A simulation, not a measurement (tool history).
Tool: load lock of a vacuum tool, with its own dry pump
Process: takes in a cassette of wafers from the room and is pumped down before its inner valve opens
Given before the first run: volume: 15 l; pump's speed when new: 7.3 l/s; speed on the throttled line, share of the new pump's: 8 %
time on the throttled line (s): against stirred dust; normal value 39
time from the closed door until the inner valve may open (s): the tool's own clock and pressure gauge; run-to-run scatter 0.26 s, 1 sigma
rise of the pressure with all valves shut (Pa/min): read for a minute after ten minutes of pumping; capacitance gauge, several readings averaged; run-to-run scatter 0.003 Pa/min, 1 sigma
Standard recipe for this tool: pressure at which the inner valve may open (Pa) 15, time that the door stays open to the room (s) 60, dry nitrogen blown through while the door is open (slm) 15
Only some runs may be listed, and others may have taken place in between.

| run | hour | time on the throttled line (s) | pressure at which the inner valve may open (Pa) | time that the door stays open to the room (s) | dry nitrogen blown through while the door is open (slm) | incoming humidity of the room's air, % | time from the closed door until the inner valve may open (s) | rise of the pressure with all valves shut (Pa/min) |
|---|---|---|---|---|---|---|---|---|
| 1 | 0 | 39 | 15 | 60 | 15 | 45.4 | 53.8 | 0.042 |
| 2 | 112 | 39 | 15 | 60 | 15 | 46.5 | 53.9 | 0.049 |
| 3 | 237.2 | 39 | 15 | 60 | 15 | 42.2 | 53.7 | 0.044 |
| 4 | 396.1 | 39 | 15 | 60 | 15 | 45.9 | 53.5 | 0.045 |
| 5 | 494.5 | 39 | 15 | 60 | 39 | 46 | 53.8 | 0.025 |
| 6 | 634.1 | 39 | 15 | 60 | 39 | 47.2 | 54.1 | 0.03 |
| 7 | 730.9 | 39 | 15 | 42 | 15 | 46.4 | 53.4 | 0.039 |
| 8 | 801.3 | 39 | 15 | 60 | 15 | 49.1 | 53.8 | 0.046 |
| 9 | 901.8 | 39 | 15 | 60 | 40 | 47.4 | 54 | 0.03 |
| 10 | 1042.5 | 39 | 15 | 60 | 40 | 42.6 | 53.8 | 0.019 |
| 11 | 1191.6 | 39 | 15 | 31 | 15 | 49.7 | 54.2 | 0.039 |
| 12 | 1343.4 | 39 | 21 | 60 | 15 | 45 | 53.3 | 0.045 |
| 13 | 1414.8 | 39 | 21 | 60 | 15 | 49.8 | 53.6 | 0.051 |
| 14 | 1540.9 | 63 | 21 | 172 | 15 | 42.3 | 75.3 | 0.055 |
| 15 | 1680.2 | 63 | 21 | 172 | 6 | 47.2 | 76 | 0.101 |
| 16 | 1826 | 63 | 21 | 172 | 6 | 45.8 | 74.8 | 0.099 |
| 17 | 1961.6 | 35 | 15 | 29 | 45 | 44.9 | 50.1 | 0.024 |
| 18 | 2124.4 | 35 | 15 | 29 | 5 | 46.4 | 50.4 | 0.053 |
| 19 | 2218.9 | 35 | 15 | 29 | 5 | 46.9 | 50.9 | 0.061 |
| 20 | 2334.4 | 39 | 15 | 52 | 26 | 44.1 | 53.9 | 0.031 |
| 21 | 2490.2 | 39 | 15 | 127 | 4 | 47.1 | 54 | 0.104 |
| 22 | 2623.4 | 39 | 15 | 127 | 4 | 42.6 | 54.1 | 0.093 |
| 23 | 2711.6 | 39 | 15 | 127 | 4 | 44.8 | 53.4 | 0.096 |
| 24 | 2868.9 | 39 | 15 | 127 | 4 | 43.8 | 54 | 0.098 |
| 25 | 3004 | 69 | 29 | 90 | 7 | 44.3 | 80.3 | 0.079 |

Consider 4 possible next runs. They are alternatives, not a sequence: every one starts from the tool as it was left by run 25. What does each give?
| A | 3100.2 | 69 | 10 | 33 | 7 | 43 | ? | ? |
| B | 3100.2 | 38 | 10 | 34 | 7 | 43.5 | ? | ? |
| C | 3100.2 | 54 | 29 | 90 | 7 | 43.3 | ? | ? |
| D | 3100.2 | 23 | 29 | 60 | 5 | 44.6 | ? | ? |

| run | time from the closed door until the inner valve may open (s) | rise of the pressure with all valves shut (Pa/min) |
|---|---|---|
| A | 81.9 | 0.051 |
| B | 54 | 0.047 |
| C | 66.5 | 0.069 |
| D | 38 | 0.07 |
What these runs would have given with no unlogged condition in the tool:
| run | time from the closed door until the inner valve may open (s) | rise of the pressure with all valves shut (Pa/min) |
|---|---|---|
| A | 81.9 | 0.05 |
| B | 54 | 0.046 |
| C | 66.5 | 0.067 |
| D | 38 | 0.069 |
